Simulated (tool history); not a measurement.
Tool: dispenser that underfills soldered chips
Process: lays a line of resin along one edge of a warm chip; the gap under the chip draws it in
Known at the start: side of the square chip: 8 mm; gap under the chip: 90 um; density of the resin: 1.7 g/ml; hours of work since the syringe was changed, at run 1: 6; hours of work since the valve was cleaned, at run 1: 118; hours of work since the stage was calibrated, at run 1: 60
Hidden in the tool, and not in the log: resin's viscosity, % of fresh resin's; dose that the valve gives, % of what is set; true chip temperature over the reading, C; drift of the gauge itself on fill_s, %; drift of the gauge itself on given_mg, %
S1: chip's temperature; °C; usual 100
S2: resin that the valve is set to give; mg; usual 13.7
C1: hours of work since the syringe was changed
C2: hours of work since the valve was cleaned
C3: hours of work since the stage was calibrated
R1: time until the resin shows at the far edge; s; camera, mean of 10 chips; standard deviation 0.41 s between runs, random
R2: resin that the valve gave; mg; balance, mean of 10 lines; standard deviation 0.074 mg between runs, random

run,hour,S1,S2,C1,C2,C3,R1,R2
1,0,100,13.7,6,118,60,48.6,12.25
# hour 4.3: dispensing valve cleaned and set on the balance
2,6.1,100,13.7,10,1,64,66.2,13.55
# hour 8.3: new syringe of resin
3,13.4,100,13.7,4,7,69,38.8,13.67
4,18.9,100,13.7,8,11,74,56.5,13.48
5,23.1,100,13.7,11,14,77,75.5,13.44
# hour 24.3: new syringe of resin
6,27.4,100,13.7,2,17,80,33.8,13.5
7,32.5,100,13.7,6,21,84,47.8,13.39
8,36.9,100,13.7,10,24,87,62.4,13.48
# hour 39.9: new syringe of resin
9,43.1,100,13.7,2,29,92,33.2,13.34
10,46.4,100,13.7,5,31,94,41.3,13.13
11,52.8,99,17.4,10,36,99,64,16.71
# hour 55.5: new syringe of resin
12,58.2,99,17.4,2,40,103,32,16.84
13,64.1,109,13.1,7,45,107,37.5,12.49
14,69.3,110,12.2,10,49,111,51.9,11.69
# hour 71.7: new syringe of resin
15,74.2,110,12.2,2,52,115,24.6,11.8
16,81.2,113,14.4,7,57,120,34.4,13.76
# hour 87.5: new syringe of resin
17,88.5,113,14.4,1,63,125,19.4,13.63
18,91.9,109,14,3,65,128,27.1,13.26
19,95.6,96,14,6,68,131,53.4,13.08
20,98.5,86,14.3,8,70,133,91.3,13.41

Below are 4 alternative next runs, each starting from the tool's condition after run 20. Predict each:
# hour 103.2: new syringe of resin
A,103.2,108,14.4,0,74,136,?,?
# hour 103.2: new syringe of resin
B,103.2,113,15.6,0,74,136,?,?
# hour 103.2: new syringe of resin
C,103.2,95,17.8,0,74,136,?,?
# hour 103.2: new syringe of resin
D,103.2,100,12.9,0,74,136,?,?

run,R1,R2
A,22.1,13.4
B,18.8,14.62
C,31.7,16.57
D,28.1,12.04
Had the tool no hidden state, the same runs would have come out as:
run,R1,R2
A,21.6,14.35
B,18.5,15.65
C,31.3,17.74
D,27.2,12.9

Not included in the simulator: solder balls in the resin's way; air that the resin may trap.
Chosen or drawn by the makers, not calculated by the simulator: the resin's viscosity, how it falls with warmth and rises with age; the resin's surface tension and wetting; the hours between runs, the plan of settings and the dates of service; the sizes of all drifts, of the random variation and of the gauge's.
